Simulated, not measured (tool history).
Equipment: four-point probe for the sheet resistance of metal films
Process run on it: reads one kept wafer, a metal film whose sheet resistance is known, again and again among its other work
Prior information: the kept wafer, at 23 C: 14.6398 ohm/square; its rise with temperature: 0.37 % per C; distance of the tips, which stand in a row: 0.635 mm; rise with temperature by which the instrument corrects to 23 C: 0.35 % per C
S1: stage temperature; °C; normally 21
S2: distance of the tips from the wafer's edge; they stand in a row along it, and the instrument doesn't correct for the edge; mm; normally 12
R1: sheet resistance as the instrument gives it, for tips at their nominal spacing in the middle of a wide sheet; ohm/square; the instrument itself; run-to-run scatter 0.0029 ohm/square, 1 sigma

{"run": 1, "hour": 0.0, "S1": 21, "S2": 12, "R1": 14.678624}
{"run": 2, "hour": 50.4, "S1": 21, "S2": 12, "R1": 14.679407}
{"run": 3, "hour": 142.8, "S1": 21, "S2": 12, "R1": 14.6833}
{"run": 4, "hour": 233.0, "S1": 21, "S2": 12, "R1": 14.684967}
{"run": 5, "hour": 317.4, "S1": 21, "S2": 12, "R1": 14.691026}
{"run": 6, "hour": 359.5, "S1": 25, "S2": 12, "R1": 14.709813}
{"run": 7, "hour": 442.0, "S1": 25, "S2": 12, "R1": 14.714768}
{"run": 8, "hour": 521.9, "S1": 25, "S2": 12, "R1": 14.718349}
{"run": 9, "hour": 604.9, "S1": 25, "S2": 12, "R1": 14.722418}
{"run": 10, "hour": 647.3, "S1": 21, "S2": 39, "R1": 14.688385}
{"run": 11, "hour": 741.2, "S1": 21, "S2": 39, "R1": 14.696065}
{"run": 12, "hour": 837.9, "S1": 22, "S2": 9, "R1": 14.74569}
{"run": 13, "hour": 914.6, "S1": 19, "S2": 9, "R1": 14.728802}
{"run": 14, "hour": 999.8, "S1": 19, "S2": 9, "R1": 14.739183}
{"run": 15, "hour": 1063.2, "S1": 31, "S2": 63, "R1": 14.74549}
{"run": 16, "hour": 1107.9, "S1": 27, "S2": 4, "R1": 14.933921}
{"run": 17, "hour": 1148.7, "S1": 24, "S2": 38, "R1": 14.735616}
{"run": 18, "hour": 1221.0, "S1": 34, "S2": 9, "R1": 14.804106}
{"run": 19, "hour": 1307.3, "S1": 22, "S2": 4, "R1": 14.925103}
{"run": 20, "hour": 1397.5, "S1": 22, "S2": 6, "R1": 14.819164}
{"run": 21, "hour": 1447.1, "S1": 22, "S2": 6, "R1": 14.827667}

Forecast each of these 4 alternatives for the next run:
{"hour": 1454.9, "done": "new probe head fitted"}
{"run": "A", "hour": 1506.0, "S1": 30, "S2": 6, "R1": "?"}
{"hour": 1454.9, "done": "new probe head fitted"}
{"run": "B", "hour": 1506.0, "S1": 22, "S2": 45, "R1": "?"}
{"hour": 1454.9, "done": "new probe head fitted"}
{"run": "C", "hour": 1506.0, "S1": 25, "S2": 6, "R1": "?"}
{"hour": 1454.9, "done": "new probe head fitted"}
{"run": "D", "hour": 1506.0, "S1": 22, "S2": 21, "R1": "?"}

run=A R1=14.737875
run=B R1=14.633476
run=C R1=14.722019
run=D R1=14.628634
Take away the tool's hidden state, keep each run's random variation, and the runs would have read:
run=A R1=14.746309
run=B R1=14.642500
run=C R1=14.730852
run=D R1=14.637656
